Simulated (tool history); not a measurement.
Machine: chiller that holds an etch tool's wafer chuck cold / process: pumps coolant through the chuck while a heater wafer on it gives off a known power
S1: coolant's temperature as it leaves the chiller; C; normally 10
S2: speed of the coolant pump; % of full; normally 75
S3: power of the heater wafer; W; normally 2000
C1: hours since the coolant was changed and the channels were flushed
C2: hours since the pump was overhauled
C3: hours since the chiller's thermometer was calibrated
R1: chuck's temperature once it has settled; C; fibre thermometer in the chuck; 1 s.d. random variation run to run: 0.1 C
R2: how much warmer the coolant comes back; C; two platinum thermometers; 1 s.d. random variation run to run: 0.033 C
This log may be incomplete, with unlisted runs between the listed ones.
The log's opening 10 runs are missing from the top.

run 11 day=24.942 | S1=10 S2=75 S3=1234 | C1=372 C2=3660 C3=2932 | R1=22.9 R2=3.38
run 12 day=26.508 | S1=10 S2=75 S3=1234 | C1=409 C2=3698 C3=2970 | R1=22.9 R2=3.32
run 13 day=29.404 | S1=10 S2=75 S3=1234 | C1=479 C2=3768 C3=3040 | R1=22.7 R2=3.38
run 14 day=31.446 | S1=10 S2=75 S3=2000 | C1=528 C2=3816 C3=3088 | R1=31.6 R2=5.52
-- day=32.392 coolant pump overhauled
run 15 day=33.033 | S1=10 S2=75 S3=2000 | C1=561 C2=15 C3=3122 | R1=29.5 R2=4.92
run 16 day=35.317 | S1=10 S2=75 S3=2000 | C1=616 C2=70 C3=3176 | R1=29.4 R2=4.83
run 17 day=37.962 | S1=1 S2=97 S3=1554 | C1=679 C2=134 C3=3240 | R1=13.0 R2=2.90
run 18 day=40.354 | S1=10 S2=88 S3=1369 | C1=737 C2=191 C3=3297 | R1=21.4 R2=2.81
run 19 day=42.175 | S1=10 S2=88 S3=1369 | C1=780 C2=235 C3=3341 | R1=21.1 R2=2.83
run 20 day=44.079 | S1=10 S2=61 S3=1123 | C1=826 C2=280 C3=3387 | R1=22.8 R2=3.45
run 21 day=45.742 | S1=10 S2=78 S3=1024 | C1=866 C2=320 C3=3427 | R1=19.1 R2=2.41
run 22 day=47.650 | S1=10 S2=78 S3=1024 | C1=912 C2=366 C3=3472 | R1=19.3 R2=2.41
run 23 day=49.146 | S1=1 S2=94 S3=2935 | C1=948 C2=402 C3=3508 | R1=25.2 R2=5.63
run 24 day=50.796 | S1=10 S2=75 S3=1112 | C1=987 C2=442 C3=3548 | R1=20.5 R2=2.77
run 25 day=53.250 | S1=10 S2=75 S3=1112 | C1=1046 C2=501 C3=3607 | R1=20.6 R2=2.73
run 26 day=56.225 | S1=10 S2=65 S3=2882 | C1=1117 C2=572 C3=3678 | R1=43.2 R2=8.32
run 27 day=57.642 | S1=19 S2=75 S3=2707 | C1=1151 C2=606 C3=3712 | R1=46.5 R2=6.69
run 28 day=60.683 | S1=19 S2=75 S3=2707 | C1=1224 C2=679 C3=3785 | R1=46.5 R2=6.67
run 29 day=63.754 | S1=19 S2=75 S3=2707 | C1=1298 C2=753 C3=3859 | R1=46.6 R2=6.72
run 30 day=65.342 | S1=19 S2=75 S3=2707 | C1=1336 C2=791 C3=3897 | R1=46.8 R2=6.73
run 31 day=67.046 | S1=15 S2=88 S3=2851 | C1=1377 C2=832 C3=3938 | R1=40.3 R2=5.94
run 32 day=69.533 | S1=15 S2=88 S3=2851 | C1=1437 C2=891 C3=3998 | R1=40.4 R2=5.97

Predict each of these 4 candidate next runs independently; none follows another, all start after run 32:
run A day=71.429 | S1=0 S2=91 S3=1237 | C1=1482 C2=937 C3=4043 | R1=? R2=?
run B day=71.429 | S1=15 S2=88 S3=2115 | C1=1482 C2=937 C3=4043 | R1=? R2=?
run C day=71.429 | S1=5 S2=98 S3=1882 | C1=1482 C2=937 C3=4043 | R1=? R2=?
run D day=71.429 | S1=15 S2=88 S3=1515 | C1=1482 C2=937 C3=4043 | R1=? R2=?

run=A R1=10.0 R2=2.51
run=B R1=33.7 R2=4.42
run=C R1=19.7 R2=3.49
run=D R1=28.0 R2=3.15
Without the tool's unlogged condition, the same runs would have read:
run=A R1=10.5 R2=2.47
run=B R1=33.7 R2=4.37
run=C R1=19.9 R2=3.45
run=D R1=28.3 R2=3.11
